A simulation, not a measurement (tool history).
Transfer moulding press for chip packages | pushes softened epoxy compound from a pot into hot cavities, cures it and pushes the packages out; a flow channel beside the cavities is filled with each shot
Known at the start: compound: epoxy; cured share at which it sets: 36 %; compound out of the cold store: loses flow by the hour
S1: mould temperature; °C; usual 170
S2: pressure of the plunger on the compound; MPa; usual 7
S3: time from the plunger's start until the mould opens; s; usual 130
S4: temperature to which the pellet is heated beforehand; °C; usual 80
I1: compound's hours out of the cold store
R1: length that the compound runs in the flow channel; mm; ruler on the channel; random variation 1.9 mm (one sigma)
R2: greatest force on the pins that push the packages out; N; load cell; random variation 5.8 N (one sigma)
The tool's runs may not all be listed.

run,hour,S1,S2,S3,S4,I1,R1,R2
1,0,170,7,130,80,17.4,740,206
2,37.4,170,5.58,130,80,27.3,639,213
# hour 50: cavities cleaned with cleaning compound and waxed
# hour 74.5: mould's thermocouples calibrated
3,80.6,170,5.58,130,80,43.2,609,214
4,133.8,170,5.58,130,80,44.3,604,214
# hour 140.6: cavities cleaned with cleaning compound and waxed
5,165,170,5.58,130,80,29.8,633,221
# hour 172.1: plunger's sealing rings changed
6,205.4,170,5.58,130,80,45.7,599,204
# hour 234: cavities cleaned with cleaning compound and waxed
7,260.5,170,7,130,80,12.3,749,213
8,288.8,170,7,130,80,20,732,219
# hour 322.3: cavities cleaned with cleaning compound and waxed
9,330.6,170,7,130,80,44,676,198
10,367.1,170,7,130,80,17,737,203
# hour 410.3: cavities cleaned with cleaning compound and waxed
11,417.2,170,6.02,130,80,33.2,650,204
12,442.4,170,7,130,80,28.1,712,209
# hour 498.1: cavities cleaned with cleaning compound and waxed
13,503,170,7,130,80,35.1,696,210
14,552.5,170,7,115,75,47.8,671,244
# hour 580.4: plunger's sealing rings changed
# hour 592.1: cavities cleaned with cleaning compound and waxed
15,609.5,170,8.04,130,77,34.8,749,215
16,652.3,170,8.04,120,77,46.3,721,228
# hour 680.5: cavities cleaned with cleaning compound and waxed
17,705.8,171,7.45,134,80,9.2,775,199

Forecast run 18:
18,760.1,171,6.8,134,90,35.6,?,?

Run 18 gave R1 680 mm, R2 197 N.
Without the tool's hidden state the same run would have given R1 681 mm, R2 195 N.
